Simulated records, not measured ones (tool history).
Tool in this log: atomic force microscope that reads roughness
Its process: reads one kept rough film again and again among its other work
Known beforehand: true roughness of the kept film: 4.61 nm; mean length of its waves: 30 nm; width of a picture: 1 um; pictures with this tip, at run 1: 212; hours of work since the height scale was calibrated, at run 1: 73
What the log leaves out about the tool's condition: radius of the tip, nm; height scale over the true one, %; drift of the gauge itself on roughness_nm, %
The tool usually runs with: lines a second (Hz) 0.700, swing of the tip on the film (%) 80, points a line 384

run   hour  lines a second (Hz)  swing of the tip on the film (%)  points a line  pictures with this tip  hours of work since the height scale was calibrated  roughness of the kept film (nm (root mean square))
  1    0.0                0.700                                80            384                     212                                                   73                                               3.838
  2    7.2                0.700                                80            384                     228                                                   78                                               3.839
  3   11.6                0.700                                71            384                     239                                                   82                                               3.891
  4   16.5                0.700                                71            384                     250                                                   85                                               3.875
  5   22.9                0.700                                71            384                     264                                                   89                                               3.886
  6   28.6                0.700                                71            384                     277                                                   93                                               3.868
  7   38.0                0.700                                80            722                     298                                                  100                                               3.865
  8   48.4                1.702                                80            384                     322                                                  107                                               3.620
  9   52.7                0.700                                80            384                     332                                                  110                                               3.832
      53.8  -- new tip fitted
 10   63.9                0.700                                80            384                      23                                                  118                                               3.840
 11   72.7                1.476                                80            384                      43                                                  124                                               3.663
 12   77.2                1.476                                80            384                      54                                                  127                                               3.672
 13   81.7                0.700                                80            507                      64                                                  130                                               3.864
 14   90.7                0.660                                80            507                      84                                                  136                                               3.859
 15  100.0                0.700                                70            384                     106                                                  143                                               3.897
 16  108.5                1.882                                80            384                     125                                                  149                                               3.571
 17  113.8                1.882                                80            384                     137                                                  152                                               3.582
 18  120.0                0.629                                80            384                     151                                                  157                                               3.856
 19  127.2                0.629                                56            384                     167                                                  162                                               3.968
 20  137.3                0.629                                56            384                     190                                                  169                                               3.956
 21  147.7                0.700                                80            384                     214                                                  176                                               3.850
 22  156.5                0.700                                80            384                     234                                                  182                                               3.823
 23  166.6                3.547                                80            384                     257                                                  189                                               3.280
 24  176.5                0.615                                80            384                     279                                                  196                                               3.881
 25  181.3                0.700                                80            330                     290                                                  200                                               3.817
 26  187.0                3.266                                80            384                     303                                                  204                                               3.342
 27  192.0                3.266                                80            384                     315                                                  207                                               3.353
     201.1  -- new tip fitted
 28  201.1                1.284                                90            320                       0                                                  213                                               3.548
 29  208.3                0.923                                67            320                      17                                                  218                                               3.900
 30  212.7                0.567                                78            434                      27                                                  221                                               3.913
 31  218.7                0.567                                75            483                      41                                                  225                                               3.897
 32  225.3                1.683                                61            287                      56                                                  230                                               3.843
 33  235.1                2.666                                80            471                      78                                                  237                                               3.449
 34  240.6                2.668                                69            998                      90                                                  241                                               3.708
 35  247.3                2.668                                69            998                     106                                                  245                                               3.748
 36  253.0                1.487                                60            292                     119                                                  249                                               3.889
 37  258.6                3.718                                80            953                     131                                                  253                                               3.287
 38  263.3                0.982                                80            953                     142                                                  256                                               3.814
 39  268.6                0.982                                80            953                     154                                                  260                                               3.771
 40  274.6                0.700                                77            363                     168                                                  264                                               3.847
 41  283.8                0.700                                77            363                     189                                                  271                                               3.843
 42  289.5                0.700                                80            587                     202                                                  275                                               3.887
 43  299.9                0.700                                80            587                     225                                                  282                                               3.845
 44  309.3                1.031                                62            587                     247                                                  289                                               3.893
 45  315.2                1.031                                62            587                     260                                                  293                                               3.920
 46  321.5                0.676                                69            479                     274                                                  297                                               3.921
 47  329.6                1.758                                58            479                     293                                                  303                                               3.887
 48  334.9                0.700                                80            258                     305                                                  306                                               3.779
 49  341.1                0.700                                80            258                     319                                                  311                                               3.791
 50  346.0                0.700                                80            258                     330                                                  314                                               3.768
     347.8  -- new tip fitted
 51  356.8                1.827                                85            258                      21                                                  321                                               3.483
 52  366.8                0.780                                71            573                      43                                                  328                                               3.923

For each entry between runs, how does the tool's hidden state at the last listed run before it compare with that at the first listed run after it?
From run 9 to run 10: new tip fitted (hour 53.8)
  radius of the tip, nm: 7.1 -> 7
From run 27 to run 28: new tip fitted (hour 201.1)
  radius of the tip, nm: 7.1 -> 7
From run 50 to run 51: new tip fitted (hour 347.8)
  radius of the tip, nm: 7.1 -> 7
